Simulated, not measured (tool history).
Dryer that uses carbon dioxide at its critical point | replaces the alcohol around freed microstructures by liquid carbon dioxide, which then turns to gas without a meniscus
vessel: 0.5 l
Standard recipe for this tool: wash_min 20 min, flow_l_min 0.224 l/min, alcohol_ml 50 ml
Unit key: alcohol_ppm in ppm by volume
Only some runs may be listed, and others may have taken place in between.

{"run": 1, "hour": 0.0, "wash_min": 20, "flow_l_min": 0.224, "alcohol_ml": 50, "alcohol_ppm": 71}
{"run": 2, "hour": 10.4, "wash_min": 19, "flow_l_min": 0.224, "alcohol_ml": 50, "alcohol_ppm": 85}
{"run": 3, "hour": 18.1, "wash_min": 14, "flow_l_min": 0.224, "alcohol_ml": 50, "alcohol_ppm": 525}
{"run": 4, "hour": 24.2, "wash_min": 14, "flow_l_min": 0.224, "alcohol_ml": 50, "alcohol_ppm": 540}
{"run": 5, "hour": 29.0, "wash_min": 14, "flow_l_min": 0.224, "alcohol_ml": 50, "alcohol_ppm": 544}
{"run": 6, "hour": 35.2, "wash_min": 20, "flow_l_min": 0.224, "alcohol_ml": 99, "alcohol_ppm": 116}
{"run": 7, "hour": 41.2, "wash_min": 20, "flow_l_min": 0.224, "alcohol_ml": 99, "alcohol_ppm": 115}
{"run": 8, "hour": 46.6, "wash_min": 20, "flow_l_min": 0.272, "alcohol_ml": 50, "alcohol_ppm": 21}
{"run": 9, "hour": 51.3, "wash_min": 20, "flow_l_min": 0.224, "alcohol_ml": 50, "alcohol_ppm": 77}
{"run": 10, "hour": 59.7, "wash_min": 20, "flow_l_min": 0.224, "alcohol_ml": 50, "alcohol_ppm": 90}
{"run": 11, "hour": 66.2, "wash_min": 20, "flow_l_min": 0.224, "alcohol_ml": 50, "alcohol_ppm": 83}
{"run": 12, "hour": 74.7, "wash_min": 20, "flow_l_min": 0.224, "alcohol_ml": 50, "alcohol_ppm": 77}
{"run": 13, "hour": 82.4, "wash_min": 20, "flow_l_min": 0.224, "alcohol_ml": 50, "alcohol_ppm": 84}
{"run": 14, "hour": 92.9, "wash_min": 14, "flow_l_min": 0.224, "alcohol_ml": 50, "alcohol_ppm": 553}
{"run": 15, "hour": 101.6, "wash_min": 14, "flow_l_min": 0.224, "alcohol_ml": 50, "alcohol_ppm": 562}
{"run": 16, "hour": 107.4, "wash_min": 14, "flow_l_min": 0.224, "alcohol_ml": 50, "alcohol_ppm": 560}
{"run": 17, "hour": 113.9, "wash_min": 20, "flow_l_min": 0.359, "alcohol_ml": 50, "alcohol_ppm": 21}
{"run": 18, "hour": 120.0, "wash_min": 20, "flow_l_min": 0.224, "alcohol_ml": 22, "alcohol_ppm": 58}
{"run": 19, "hour": 126.5, "wash_min": 20, "flow_l_min": 0.224, "alcohol_ml": 50, "alcohol_ppm": 85}
{"run": 20, "hour": 134.1, "wash_min": 20, "flow_l_min": 0.224, "alcohol_ml": 50, "alcohol_ppm": 80}
{"run": 21, "hour": 141.8, "wash_min": 20, "flow_l_min": 0.224, "alcohol_ml": 50, "alcohol_ppm": 80}
{"run": 22, "hour": 150.4, "wash_min": 20, "flow_l_min": 0.343, "alcohol_ml": 50, "alcohol_ppm": 24}
{"run": 23, "hour": 155.8, "wash_min": 20, "flow_l_min": 0.343, "alcohol_ml": 50, "alcohol_ppm": 20}
{"run": 24, "hour": 164.1, "wash_min": 20, "flow_l_min": 0.183, "alcohol_ml": 44, "alcohol_ppm": 219}
{"run": 25, "hour": 172.6, "wash_min": 20, "flow_l_min": 0.183, "alcohol_ml": 44, "alcohol_ppm": 220}
{"run": 26, "hour": 181.3, "wash_min": 20, "flow_l_min": 0.154, "alcohol_ml": 95, "alcohol_ppm": 1065}
{"run": 27, "hour": 189.9, "wash_min": 25, "flow_l_min": 0.224, "alcohol_ml": 50, "alcohol_ppm": 33}
{"run": 28, "hour": 199.2, "wash_min": 25, "flow_l_min": 0.224, "alcohol_ml": 50, "alcohol_ppm": 37}
{"run": 29, "hour": 209.5, "wash_min": 25, "flow_l_min": 0.224, "alcohol_ml": 50, "alcohol_ppm": 36}
{"run": 30, "hour": 214.0, "wash_min": 26, "flow_l_min": 0.16, "alcohol_ml": 97, "alcohol_ppm": 214}
{"run": 31, "hour": 221.9, "wash_min": 14, "flow_l_min": 0.233, "alcohol_ml": 50, "alcohol_ppm": 480}
{"run": 32, "hour": 232.3, "wash_min": 14, "flow_l_min": 0.154, "alcohol_ml": 91, "alcohol_ppm": 4938}
{"run": 33, "hour": 237.8, "wash_min": 17, "flow_l_min": 0.178, "alcohol_ml": 72, "alcohol_ppm": 950}
{"run": 34, "hour": 247.0, "wash_min": 12, "flow_l_min": 0.223, "alcohol_ml": 31, "alcohol_ppm": 759}
{"run": 35, "hour": 253.9, "wash_min": 26, "flow_l_min": 0.218, "alcohol_ml": 57, "alcohol_ppm": 42}
{"run": 36, "hour": 260.9, "wash_min": 26, "flow_l_min": 0.218, "alcohol_ml": 57, "alcohol_ppm": 34}
{"run": 37, "hour": 267.8, "wash_min": 21, "flow_l_min": 0.294, "alcohol_ml": 52, "alcohol_ppm": 42}
{"run": 38, "hour": 273.7, "wash_min": 20, "flow_l_min": 0.233, "alcohol_ml": 87, "alcohol_ppm": 120}
{"run": 39, "hour": 282.8, "wash_min": 25, "flow_l_min": 0.157, "alcohol_ml": 50, "alcohol_ppm": 187}
{"run": 40, "hour": 290.6, "wash_min": 20, "flow_l_min": 0.224, "alcohol_ml": 37, "alcohol_ppm": 93}
{"run": 41, "hour": 299.8, "wash_min": 20, "flow_l_min": 0.224, "alcohol_ml": 37, "alcohol_ppm": 89}
{"run": 42, "hour": 306.4, "wash_min": 20, "flow_l_min": 0.208, "alcohol_ml": 28, "alcohol_ppm": 100}
{"run": 43, "hour": 314.2, "wash_min": 18, "flow_l_min": 0.381, "alcohol_ml": 27, "alcohol_ppm": 43}
{"run": 44, "hour": 325.1, "wash_min": 18, "flow_l_min": 0.381, "alcohol_ml": 27, "alcohol_ppm": 35}

Predict each of these 3 candidate next runs independently; none follows another, all start after run 44:
{"run": "A", "hour": 334.1, "wash_min": 31, "flow_l_min": 0.225, "alcohol_ml": 40, "alcohol_ppm": "?"}
{"run": "B", "hour": 334.1, "wash_min": 13, "flow_l_min": 0.245, "alcohol_ml": 25, "alcohol_ppm": "?"}
{"run": "C", "hour": 334.1, "wash_min": 13, "flow_l_min": 0.207, "alcohol_ml": 29, "alcohol_ppm": "?"}

run=A alcohol_ppm=45
run=B alcohol_ppm=296
run=C alcohol_ppm=715
Had the tool no hidden state, the same runs would have come out as:
run=A alcohol_ppm=5
run=B alcohol_ppm=184
run=C alcohol_ppm=510
